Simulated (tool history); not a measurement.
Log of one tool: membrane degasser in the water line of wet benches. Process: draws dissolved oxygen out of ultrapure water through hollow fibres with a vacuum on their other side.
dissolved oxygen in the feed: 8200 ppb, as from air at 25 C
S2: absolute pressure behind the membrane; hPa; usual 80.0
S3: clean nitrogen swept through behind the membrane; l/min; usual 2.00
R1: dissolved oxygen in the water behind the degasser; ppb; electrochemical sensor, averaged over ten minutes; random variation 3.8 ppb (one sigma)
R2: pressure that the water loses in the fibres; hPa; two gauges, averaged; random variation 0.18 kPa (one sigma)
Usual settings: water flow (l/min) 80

{"run": 1, "hour": 0.0, "water flow (l/min)": 80, "S2": 80.0, "S3": 2.0, "R1": 393.1, "R2": 332.4}
{"run": 2, "hour": 257.3, "water flow (l/min)": 80, "S2": 98.5, "S3": 2.0, "R1": 525.3, "R2": 327.9}
{"run": 3, "hour": 408.4, "water flow (l/min)": 80, "S2": 98.5, "S3": 2.0, "R1": 537.2, "R2": 329.9}
{"run": 4, "hour": 616.6, "water flow (l/min)": 80, "S2": 56.6, "S3": 2.0, "R1": 223.6, "R2": 332.9}
{"run": 5, "hour": 828.0, "water flow (l/min)": 80, "S2": 80.0, "S3": 2.0, "R1": 403.5, "R2": 334.6}
{"run": 6, "hour": 1157.9, "water flow (l/min)": 80, "S2": 80.0, "S3": 2.0, "R1": 403.5, "R2": 336.5}
{"run": 7, "hour": 1308.6, "water flow (l/min)": 80, "S2": 80.0, "S3": 2.0, "R1": 409.6, "R2": 336.1}
{"run": 8, "hour": 1616.4, "water flow (l/min)": 80, "S2": 80.0, "S3": 2.0, "R1": 411.3, "R2": 336.7}
{"run": 9, "hour": 1954.4, "water flow (l/min)": 80, "S2": 60.8, "S3": 2.0, "R1": 267.0, "R2": 338.2}
{"run": 10, "hour": 2219.9, "water flow (l/min)": 80, "S2": 80.0, "S3": 1.5, "R1": 512.8, "R2": 336.8}
{"run": 11, "hour": 2414.1, "water flow (l/min)": 80, "S2": 80.0, "S3": 1.5, "R1": 515.0, "R2": 339.5}
{"run": 12, "hour": 2700.7, "water flow (l/min)": 80, "S2": 80.0, "S3": 1.5, "R1": 514.6, "R2": 340.6}
{"hour": 2880.6, "done": "membrane cartridge changed"}
{"run": 13, "hour": 3039.2, "water flow (l/min)": 80, "S2": 80.0, "S3": 1.5, "R1": 509.1, "R2": 307.0}
{"hour": 3280.7, "done": "vacuum gauge calibrated"}
{"run": 14, "hour": 3301.4, "water flow (l/min)": 122, "S2": 50.7, "S3": 5.06, "R1": 157.9, "R2": 468.8}
{"run": 15, "hour": 3488.9, "water flow (l/min)": 124, "S2": 80.0, "S3": 1.65, "R1": 640.2, "R2": 479.3}
{"hour": 3669.7, "done": "seals of the vacuum lines changed"}
{"run": 16, "hour": 3820.7, "water flow (l/min)": 92, "S2": 76.9, "S3": 2.0, "R1": 404.7, "R2": 353.4}
{"run": 17, "hour": 4135.5, "water flow (l/min)": 51, "S2": 120.7, "S3": 1.23, "R1": 683.0, "R2": 196.1}
{"run": 18, "hour": 4353.9, "water flow (l/min)": 61, "S2": 115.7, "S3": 5.15, "R1": 229.9, "R2": 236.1}
{"run": 19, "hour": 4607.5, "water flow (l/min)": 80, "S2": 54.2, "S3": 4.42, "R1": 104.0, "R2": 310.1}
{"run": 20, "hour": 4887.0, "water flow (l/min)": 76, "S2": 119.1, "S3": 0.84, "R1": 1163.2, "R2": 294.8}
{"run": 21, "hour": 5125.5, "water flow (l/min)": 80, "S2": 80.0, "S3": 3.09, "R1": 278.2, "R2": 312.2}
{"run": 22, "hour": 5463.9, "water flow (l/min)": 48, "S2": 80.0, "S3": 2.53, "R1": 211.5, "R2": 188.1}
{"run": 23, "hour": 5707.6, "water flow (l/min)": 48, "S2": 80.0, "S3": 2.53, "R1": 211.6, "R2": 186.9}
{"run": 24, "hour": 5939.0, "water flow (l/min)": 48, "S2": 80.0, "S3": 2.53, "R1": 210.5, "R2": 190.4}
{"run": 25, "hour": 6235.5, "water flow (l/min)": 80, "S2": 80.0, "S3": 2.9, "R1": 301.9, "R2": 315.1}

Forecast each of these 5 alternatives for the next run:
{"run": "A", "hour": 6393.6, "water flow (l/min)": 73, "S2": 80.0, "S3": 4.56, "R1": "?", "R2": "?"}
{"run": "B", "hour": 6393.6, "water flow (l/min)": 68, "S2": 80.0, "S3": 2.9, "R1": "?", "R2": "?"}
{"run": "C", "hour": 6393.6, "water flow (l/min)": 64, "S2": 104.4, "S3": 2.9, "R1": "?", "R2": "?"}
{"run": "D", "hour": 6393.6, "water flow (l/min)": 79, "S2": 185.4, "S3": 2.46, "R1": "?", "R2": "?"}
{"run": "E", "hour": 6393.6, "water flow (l/min)": 67, "S2": 80.0, "S3": 2.9, "R1": "?", "R2": "?"}

run=A R1=189.9 R2=289.9
run=B R1=265.9 R2=269.3
run=C R1=358.6 R2=254.0
run=D R1=957.3 R2=312.8
run=E R1=255.6 R2=266.0
Without the tool's hidden state the same runs would have given:
run=A R1=177.0 R2=278.9
run=B R1=249.0 R2=259.1
run=C R1=343.0 R2=244.4
run=D R1=937.4 R2=301.0
run=E R1=239.4 R2=255.9
